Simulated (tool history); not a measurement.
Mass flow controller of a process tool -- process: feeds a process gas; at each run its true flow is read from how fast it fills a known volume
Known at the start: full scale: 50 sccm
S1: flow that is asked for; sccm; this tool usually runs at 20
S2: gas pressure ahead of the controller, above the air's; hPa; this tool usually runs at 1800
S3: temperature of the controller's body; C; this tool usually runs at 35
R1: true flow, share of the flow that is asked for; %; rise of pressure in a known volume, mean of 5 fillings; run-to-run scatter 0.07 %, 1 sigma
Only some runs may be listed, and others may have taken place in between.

run,hour,S1,S2,S3,R1
1,0.0,20,1800,35,98.51
2,185.1,20,1800,35,98.44
3,475.6,20,1800,35,98.24
4,627.1,20,1800,34,98.21
5,782.8,20,1800,21,99.22
6,1066.1,20,1800,21,98.89
7,1241.5,20,1800,21,98.84
8,1409.9,20,1800,21,98.78
9,1695.8,20,1800,21,98.34
10,1944.0,20,1800,21,98.34
11,2122.6,20,1800,21,98.20
12,2324.7,7,1800,21,97.67
13,2548.4,7,1800,23,97.36
14,2736.9,7,1800,23,97.34
# hour 2821.6: gauge calibrated
15,3084.6,7,1800,23,99.10
16,3396.1,20,1800,34,98.15
17,3700.4,16,1800,35,97.88
18,4020.0,20,2550,35,97.25
19,4200.1,20,2550,35,97.01
# hour 4371.6: controller's zero set anew
20,4445.8,20,2550,35,96.89
21,4658.3,20,1800,29,97.68
22,4825.8,20,1800,29,97.54
23,4972.0,13,1800,35,96.81
24,5184.4,13,1800,35,96.70
25,5403.3,13,1800,35,96.39
26,5605.2,13,1800,35,96.26
27,5841.8,8,2470,26,96.46
28,6055.9,9,1410,35,96.22
# hour 6149.5: gauge calibrated
29,6273.9,20,1800,31,98.58
30,6438.8,29,1780,35,98.47
31,6647.7,29,1780,35,98.48
32,6982.5,5,1790,30,97.95
33,7292.5,10,2300,35,97.18
34,7560.0,39,2490,21,98.77
35,7787.5,39,2490,21,98.55
36,8042.6,15,1800,31,97.33
37,8248.0,12,1800,26,97.55
38,8505.1,12,1800,26,97.35
39,8672.2,38,1900,23,98.03
40,8884.8,9,1440,37,96.35
41,9232.5,9,1440,37,96.04
42,9470.4,7,2000,20,97.00
43,9779.3,7,2000,20,96.70
44,10072.7,5,2220,26,95.96
45,10356.7,13,2470,33,95.12
# hour 10391.1: gauge calibrated
46,10651.3,20,1430,30,98.98
47,10942.3,11,1800,35,97.91

Each row is a separate what-if for the run after 47, all from the same tool condition, not one after another. Results?
A,11120.9,8,1800,35,?
B,11120.9,30,1800,35,?
C,11120.9,21,1950,29,?
D,11120.9,38,1660,28,?

run,R1
A,97.59
B,98.16
C,98.39
D,99.05
Without the tool's unlogged condition, the same runs would have read:
run,R1
A,98.16
B,98.74
C,98.98
D,99.64
